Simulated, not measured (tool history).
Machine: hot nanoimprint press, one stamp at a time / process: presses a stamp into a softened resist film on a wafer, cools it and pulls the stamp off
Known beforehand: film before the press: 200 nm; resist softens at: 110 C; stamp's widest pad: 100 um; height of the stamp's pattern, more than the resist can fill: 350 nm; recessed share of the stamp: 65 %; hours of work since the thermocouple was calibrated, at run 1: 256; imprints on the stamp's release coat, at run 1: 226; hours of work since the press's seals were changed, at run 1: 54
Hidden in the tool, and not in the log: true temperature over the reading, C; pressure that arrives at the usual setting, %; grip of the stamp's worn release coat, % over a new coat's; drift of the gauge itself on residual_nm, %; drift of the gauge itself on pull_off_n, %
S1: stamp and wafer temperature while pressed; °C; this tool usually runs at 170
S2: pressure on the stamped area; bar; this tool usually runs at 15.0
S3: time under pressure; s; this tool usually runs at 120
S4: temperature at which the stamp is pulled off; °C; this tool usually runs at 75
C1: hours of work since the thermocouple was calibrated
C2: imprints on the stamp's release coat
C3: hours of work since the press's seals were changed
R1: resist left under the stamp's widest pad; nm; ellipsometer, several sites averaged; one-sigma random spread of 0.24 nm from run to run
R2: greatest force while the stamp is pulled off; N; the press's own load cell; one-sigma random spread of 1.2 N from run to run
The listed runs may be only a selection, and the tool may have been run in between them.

run	hour	S1	S2	S3	S4	C1	C2	C3	R1	R2
1	0.0	170	15.0	120	75	256	226	54	68.0	174
2	31.4	170	15.0	66	75	270	310	68	84.9	173
3	53.4	170	15.0	120	75	280	369	78	68.0	178
4	69.6	170	15.0	120	75	287	412	85	68.4	177
5	88.8	170	11.9	120	75	295	464	94	77.0	179
6	119.1	170	14.0	120	75	309	545	107	70.5	178
7	155.0	170	15.0	71	75	325	641	123	81.9	182
8	171.7	170	15.0	168	75	332	686	130	59.4	182
9	190.0	170	15.0	120	75	340	735	138	67.5	186
10	209.6	170	15.0	120	75	349	787	147	67.2	183
11	246.7	170	15.0	120	75	365	886	163	67.1	189
# hour 266.9: stamp cleaned and given a new release coat
12	288.2	178	15.0	120	77	380	57	179	46.8	160
# hour 307.8: plate thermocouple calibrated
13	313.2	164	12.3	147	76	2	116	188	97.3	172
14	351.2	164	12.3	147	76	19	217	205	96.9	171
15	371.1	164	12.3	147	76	28	271	214	96.9	174
16	396.9	168	18.6	120	64	39	340	225	69.8	223
17	418.5	168	18.6	120	64	49	398	235	69.4	228
18	447.7	168	18.6	120	64	62	476	247	69.3	231
19	467.0	162	11.9	102	69	70	527	256	120.0	211
20	491.3	162	11.9	102	69	81	592	267	119.7	210

4 options for the next run, each taken on its own from the tool as it stands now. Forecast them:
A	517.1	177	15.0	120	61	92	661	278	?	?
B	517.1	162	11.9	102	77	92	661	278	?	?
C	517.1	180	9.8	76	75	92	661	278	?	?
D	517.1	170	15.0	120	72	92	661	278	?	?

run	R1	R2
A	51.1	247
B	119.6	176
C	67.4	184
D	69.7	201
Take away the tool's hidden state, keep each run's random variation, and the runs would have read:
run	R1	R2
A	51.8	228
B	121.3	163
C	68.3	170
D	70.8	186
